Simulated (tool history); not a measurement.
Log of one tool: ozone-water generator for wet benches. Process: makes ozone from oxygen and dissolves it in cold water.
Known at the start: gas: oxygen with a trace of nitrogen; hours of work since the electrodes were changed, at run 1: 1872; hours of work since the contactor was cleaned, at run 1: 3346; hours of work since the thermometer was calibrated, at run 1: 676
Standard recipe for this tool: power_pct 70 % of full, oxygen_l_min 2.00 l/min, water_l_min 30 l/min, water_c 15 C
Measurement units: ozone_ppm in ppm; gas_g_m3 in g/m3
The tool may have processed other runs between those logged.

run	hour	power_pct	oxygen_l_min	water_l_min	water_c	hours of work since the electrodes were changed	hours of work since the contactor was cleaned	hours of work since the thermometer was calibrated	ozone_ppm	gas_g_m3
1	0.0	70	2.00	30	15	1872	3346	676	9.8	240.9
2	46.8	70	2.00	30	15	1915	3388	719	9.8	239.2
3	80.1	70	2.00	30	15	1945	3419	749	9.9	243.0
4	132.3	70	2.00	30	15	1993	3467	797	9.7	243.4
5	177.9	70	2.00	30	15	2035	3509	839	9.7	241.6
6	208.0	70	2.00	30	15	2062	3536	867	9.9	240.2
7	242.5	70	2.00	30	15	2094	3568	898	9.9	239.8
8	284.3	70	2.00	30	15	2132	3606	937	9.8	240.5
9	317.0	70	2.00	30	15	2162	3636	967	10.0	239.2
10	362.2	70	2.00	30	15	2204	3678	1008	10.1	238.9
11	417.7	70	2.00	30	15	2254	3728	1059	9.8	240.6
12	471.4	70	2.00	30	15	2304	3778	1108	9.9	239.5
13	519.8	70	1.15	30	23	2348	3822	1152	7.3	292.4
14	553.9	55	1.88	30	15	2379	3853	1184	8.1	200.6
15	579.9	74	3.56	30	15	2403	3877	1208	13.2	203.0
16	616.6	58	2.29	30	15	2437	3911	1241	8.9	195.5

What does the tool deliver on the next run?
17	651.6	58	2.29	30	15	2469	3943	1273	?	?

{"run 17": {"ozone_ppm": 9.1, "gas_g_m3": 195.0}}
Had the tool carried no hidden state, the very same run would have given ozone_ppm 9.6 ppm, gas_g_m3 202.4 g/m3.
